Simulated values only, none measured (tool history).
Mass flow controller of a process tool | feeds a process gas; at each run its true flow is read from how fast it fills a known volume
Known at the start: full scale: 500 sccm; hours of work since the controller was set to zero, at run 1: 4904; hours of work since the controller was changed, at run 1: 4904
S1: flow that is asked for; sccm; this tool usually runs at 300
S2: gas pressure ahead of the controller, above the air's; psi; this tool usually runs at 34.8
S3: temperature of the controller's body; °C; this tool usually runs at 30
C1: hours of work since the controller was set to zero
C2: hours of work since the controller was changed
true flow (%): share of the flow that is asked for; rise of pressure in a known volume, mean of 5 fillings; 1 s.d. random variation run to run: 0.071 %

run 1 hour=0 | S1=300 S2=34.8 S3=30 | C1=4904 C2=4904 | true_flow_(%)=100.14
run 2 hour=310 | S1=300 S2=34.8 S3=30 | C1=5018 C2=5018 | true_flow_(%)=99.99
run 3 hour=478 | S1=300 S2=34.8 S3=30 | C1=5080 C2=5080 | true_flow_(%)=100
run 4 hour=739.4 | S1=300 S2=34.8 S3=30 | C1=5176 C2=5176 | true_flow_(%)=100.03
run 5 hour=962 | S1=57 S2=34.8 S3=30 | C1=5259 C2=5259 | true_flow_(%)=99.35
run 6 hour=1264.4 | S1=57 S2=34.8 S3=30 | C1=5370 C2=5370 | true_flow_(%)=99.28
run 7 hour=1466.6 | S1=57 S2=34.8 S3=30 | C1=5445 C2=5445 | true_flow_(%)=99.31
run 8 hour=1626.2 | S1=57 S2=34.8 S3=30 | C1=5504 C2=5504 | true_flow_(%)=99.23
run 9 hour=1827.6 | S1=57 S2=34.8 S3=30 | C1=5578 C2=5578 | true_flow_(%)=99.17
run 10 hour=2071.6 | S1=57 S2=28.6 S3=30 | C1=5668 C2=5668 | true_flow_(%)=98.89
run 11 hour=2338.3 | S1=105 S2=34.8 S3=38 | C1=5766 C2=5766 | true_flow_(%)=99.96
run 12 hour=2637.1 | S1=105 S2=32.2 S3=34 | C1=5877 C2=5877 | true_flow_(%)=99.27
run 13 hour=2835 | S1=105 S2=32.2 S3=34 | C1=5950 C2=5950 | true_flow_(%)=99.32
run 14 hour=3103.5 | S1=178 S2=27.6 S3=30 | C1=6049 C2=6049 | true_flow_(%)=99.07
run 15 hour=3398.4 | S1=178 S2=27.6 S3=30 | C1=6158 C2=6158 | true_flow_(%)=98.99
run 16 hour=3589.8 | S1=88 S2=37 S3=22 | C1=6228 C2=6228 | true_flow_(%)=98.5
run 17 hour=3923.9 | S1=151 S2=35.5 S3=35 | C1=6352 C2=6352 | true_flow_(%)=99.48

Each row is a separate what-if for the run after 17, all from the same tool condition, not one after another. Results?
run A hour=4133.7 | S1=300 S2=34.8 S3=26 | C1=6429 C2=6429 | true_flow_(%)=?
run B hour=4133.7 | S1=300 S2=24.8 S3=33 | C1=6429 C2=6429 | true_flow_(%)=?
run C hour=4133.7 | S1=81 S2=26.4 S3=30 | C1=6429 C2=6429 | true_flow_(%)=?
run D hour=4133.7 | S1=322 S2=34.8 S3=26 | C1=6429 C2=6429 | true_flow_(%)=?

run=A true_flow_(%)=98.93
run=B true_flow_(%)=99.19
run=C true_flow_(%)=98.38
run=D true_flow_(%)=98.95
Without the tool's hidden state the same runs would have given:
run=A true_flow_(%)=99.74
run=B true_flow_(%)=100.01
run=C true_flow_(%)=99.16
run=D true_flow_(%)=99.76

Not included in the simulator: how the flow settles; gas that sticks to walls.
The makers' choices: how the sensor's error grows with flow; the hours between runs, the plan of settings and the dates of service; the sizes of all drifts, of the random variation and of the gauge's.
